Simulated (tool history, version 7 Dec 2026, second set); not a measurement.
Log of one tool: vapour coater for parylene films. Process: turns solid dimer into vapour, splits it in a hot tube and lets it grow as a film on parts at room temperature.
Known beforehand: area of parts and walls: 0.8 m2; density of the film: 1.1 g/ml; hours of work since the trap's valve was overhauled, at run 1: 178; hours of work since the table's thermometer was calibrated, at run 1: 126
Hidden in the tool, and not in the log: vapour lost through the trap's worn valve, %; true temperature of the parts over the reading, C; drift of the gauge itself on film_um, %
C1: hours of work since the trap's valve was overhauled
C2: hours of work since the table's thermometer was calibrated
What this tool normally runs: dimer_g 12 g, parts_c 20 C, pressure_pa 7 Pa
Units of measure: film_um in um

{"run": 1, "hour": 0.0, "dimer_g": 12, "parts_c": 20, "pressure_pa": 7, "C1": 178, "C2": 126, "film_um": 8.58}
{"run": 2, "hour": 39.8, "dimer_g": 12, "parts_c": 20, "pressure_pa": 7, "C1": 202, "C2": 150, "film_um": 8.53}
{"run": 3, "hour": 89.8, "dimer_g": 12, "parts_c": 20, "pressure_pa": 7, "C1": 232, "C2": 180, "film_um": 8.42}
{"run": 4, "hour": 122.0, "dimer_g": 5, "parts_c": 20, "pressure_pa": 7, "C1": 252, "C2": 199, "film_um": 3.54}
{"run": 5, "hour": 174.8, "dimer_g": 5, "parts_c": 20, "pressure_pa": 7, "C1": 284, "C2": 231, "film_um": 3.49}
{"run": 6, "hour": 209.1, "dimer_g": 5, "parts_c": 20, "pressure_pa": 7, "C1": 304, "C2": 252, "film_um": 3.57}
{"run": 7, "hour": 256.0, "dimer_g": 13, "parts_c": 20, "pressure_pa": 7, "C1": 333, "C2": 280, "film_um": 9.12}
{"run": 8, "hour": 303.3, "dimer_g": 13, "parts_c": 20, "pressure_pa": 7, "C1": 361, "C2": 309, "film_um": 8.85}
{"run": 9, "hour": 358.2, "dimer_g": 12, "parts_c": 20, "pressure_pa": 9.04, "C1": 394, "C2": 342, "film_um": 7.85}
{"run": 10, "hour": 384.9, "dimer_g": 12, "parts_c": 20, "pressure_pa": 7, "C1": 410, "C2": 358, "film_um": 8.01}
{"run": 11, "hour": 418.3, "dimer_g": 12, "parts_c": 20, "pressure_pa": 7, "C1": 431, "C2": 378, "film_um": 8.07}
{"run": 12, "hour": 463.4, "dimer_g": 12, "parts_c": 20, "pressure_pa": 7, "C1": 458, "C2": 405, "film_um": 7.92}
{"hour": 507.6, "done": "trap's valve overhauled"}
{"run": 13, "hour": 521.7, "dimer_g": 12, "parts_c": 20, "pressure_pa": 7.72, "C1": 8, "C2": 438, "film_um": 6.84}
{"run": 14, "hour": 567.3, "dimer_g": 7, "parts_c": 17, "pressure_pa": 6.06, "C1": 36, "C2": 466, "film_um": 4.51}
{"run": 15, "hour": 607.7, "dimer_g": 7, "parts_c": 17, "pressure_pa": 6.06, "C1": 60, "C2": 490, "film_um": 4.53}
{"run": 16, "hour": 648.4, "dimer_g": 12, "parts_c": 20, "pressure_pa": 10.65, "C1": 85, "C2": 515, "film_um": 6.61}
{"hour": 660.2, "done": "trap's valve overhauled, once more"}
{"run": 17, "hour": 701.8, "dimer_g": 12, "parts_c": 22, "pressure_pa": 7, "C1": 25, "C2": 544, "film_um": 8.48}

What does the tool deliver on the next run?
{"run": 18, "hour": 730.6, "dimer_g": 12, "parts_c": 22, "pressure_pa": 7, "C1": 42, "C2": 562, "film_um": "?"}

{"run 18": {"film_um": 8.41}}
With no hidden state in the tool, this same run would have given film_um 8.37 um.

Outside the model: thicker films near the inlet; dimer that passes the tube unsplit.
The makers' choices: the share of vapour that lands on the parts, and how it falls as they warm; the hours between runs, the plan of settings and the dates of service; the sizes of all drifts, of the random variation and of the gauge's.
